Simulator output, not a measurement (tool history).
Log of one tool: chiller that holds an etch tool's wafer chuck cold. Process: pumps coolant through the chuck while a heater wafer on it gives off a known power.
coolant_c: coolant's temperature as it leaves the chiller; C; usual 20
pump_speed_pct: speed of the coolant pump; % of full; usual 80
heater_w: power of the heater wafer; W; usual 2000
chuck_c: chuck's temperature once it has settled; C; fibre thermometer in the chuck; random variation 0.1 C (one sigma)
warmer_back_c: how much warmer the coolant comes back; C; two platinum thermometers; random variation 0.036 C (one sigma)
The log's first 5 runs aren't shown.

run   hour  coolant_c  pump_speed_pct  heater_w  chuck_c  warmer_back_c
  6  131.6         20              77      2000     37.8           7.01
  7  149.3         20              80      2000     36.8           6.70
  8  169.6         20              80      2000     36.9           6.70
  9  206.0         20              80      2000     36.9           6.63
 10  230.0         20              80      2000     37.0           6.63
 11  270.6         20              80      2000     37.0           6.62
 12  288.1         20              80      2000     37.0           6.63
 13  319.4         16              80      2000     32.9           6.59
 14  350.0         16              62      2000     38.0           8.77
 15  387.2         16              62      2000     38.0           8.82
 16  404.6         20              80      2000     36.9           6.57
 17  440.1         17              72      2000     35.9           7.43
 18  468.3         12              76      2117     31.0           7.34
 19  500.6         12              76      2117     30.9           7.37
 20  533.3         18              80      2000     35.1           6.51
 21  555.4         18              90      1089     26.1           2.89
 22  581.7         19              80      2436     39.7           7.97
 23  599.0         19              80      1961     35.6           6.24
 24  623.5         11              94      1961     25.3           5.20
 25  662.1         12              81      2640     34.1           8.49

Forecast run 26:
 26  688.1         12              81      2640        ?              ?

{"run 26": {"chuck_c": 33.9, "warmer_back_c": 8.46}}
Without the tool's hidden state the same run would have given chuck_c 33.9 C, warmer_back_c 8.84 C.

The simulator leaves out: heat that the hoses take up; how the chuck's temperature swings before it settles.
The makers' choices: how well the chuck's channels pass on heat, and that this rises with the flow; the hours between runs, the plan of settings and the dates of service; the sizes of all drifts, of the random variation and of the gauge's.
